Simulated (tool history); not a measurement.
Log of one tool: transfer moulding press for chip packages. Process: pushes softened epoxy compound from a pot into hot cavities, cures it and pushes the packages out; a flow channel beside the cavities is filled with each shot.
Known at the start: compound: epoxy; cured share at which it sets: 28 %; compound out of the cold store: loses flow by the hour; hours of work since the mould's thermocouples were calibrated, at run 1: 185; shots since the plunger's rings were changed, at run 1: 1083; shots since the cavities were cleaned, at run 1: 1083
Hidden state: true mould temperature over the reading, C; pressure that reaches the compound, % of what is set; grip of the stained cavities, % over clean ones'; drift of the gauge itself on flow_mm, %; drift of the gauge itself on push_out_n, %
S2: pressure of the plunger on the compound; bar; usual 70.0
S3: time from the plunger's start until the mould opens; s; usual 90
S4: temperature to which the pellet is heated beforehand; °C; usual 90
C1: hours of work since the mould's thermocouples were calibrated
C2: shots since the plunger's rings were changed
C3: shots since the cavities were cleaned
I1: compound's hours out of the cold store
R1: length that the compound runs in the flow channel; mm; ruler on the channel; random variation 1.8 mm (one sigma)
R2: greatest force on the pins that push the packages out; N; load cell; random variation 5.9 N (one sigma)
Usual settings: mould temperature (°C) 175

Run 1, hour 0.0: usual settings; C1 185; C2 1083; C3 1083; I1 30.1. Result: R1 936 mm, R2 397 N.
At hour 5.5: cavities cleaned with cleaning compound and waxed.
Run 2, hour 17.8: usual settings but S4 96 °C; C1 194; C2 1260; C3 133; I1 41.8. Result: R1 866 mm, R2 247 N.
Run 3, hour 25.3: usual settings; C1 199; C2 1340; C3 213; I1 36.4. Result: R1 899 mm, R2 269 N.
Run 4, hour 41.9: usual settings; C1 208; C2 1518; C3 391; I1 28.7. Result: R1 942 mm, R2 311 N.
Run 5, hour 56.3: usual settings; C1 217; C2 1674; C3 547; I1 20.6. Result: R1 994 mm, R2 357 N.
Run 6, hour 66.3: usual settings; C1 222; C2 1782; C3 655; I1 42.8. Result: R1 858 mm, R2 352 N.
Run 7, hour 77.6: usual settings; C1 229; C2 1904; C3 777; I1 17.1. Result: R1 1016 mm, R2 378 N.
Run 8, hour 94.8: usual settings; C1 239; C2 2089; C3 962; I1 11.5. Result: R1 1051 mm, R2 384 N.
Run 9, hour 109.1: usual settings; C1 247; C2 2243; C3 1116; I1 43.8. Result: R1 848 mm, R2 383 N.
At hour 111.8: cavities cleaned with cleaning compound and waxed.
Run 10, hour 128.9: usual settings; C1 258; C2 2440; C3 184; I1 36.2. Result: R1 890 mm, R2 262 N.
Run 11, hour 140.8: usual settings; C1 265; C2 2568; C3 312; I1 36.9. Result: R1 886 mm, R2 292 N.
Run 12, hour 154.1: usual settings; C1 272; C2 2711; C3 455; I1 13.8. Result: R1 1032 mm, R2 329 N.
Run 13, hour 170.1: usual settings; C1 282; C2 2884; C3 628; I1 34.6. Result: R1 896 mm, R2 338 N.
At hour 175.7: plunger's sealing rings changed.
Run 14, hour 191.2: usual settings; C1 292; C2 166; C3 828; I1 18.6. Result: R1 1018 mm, R2 370 N.
Run 15, hour 203.2: usual settings but mould temperature (°C) 179; C1 299; C2 296; C3 958; I1 16.0. Result: R1 1021 mm, R2 361 N.
At hour 221.0: cavities cleaned with cleaning compound and waxed.
Run 16, hour 221.6: usual settings but S2 81.8 bar, S4 86 °C; C1 309; C2 478; C3 7; I1 44.3. Result: R1 931 mm, R2 217 N.
Run 17, hour 234.1: usual settings but mould temperature (°C) 179, S2 59.3 bar; C1 316; C2 613; C3 142; I1 19.5. Result: R1 915 mm, R2 242 N.

Run 18 comes next. What will it give?
Run 18, hour 249.6: usual settings but mould temperature (°C) 179; C1 325; C2 779; C3 308; I1 10.2. Result: R1 ?, R2 ?.

{"run 18": {"R1": 1056, "R2": 270}}
Without the tool's hidden state the same run would have given R1 1068 mm, R2 195 N.
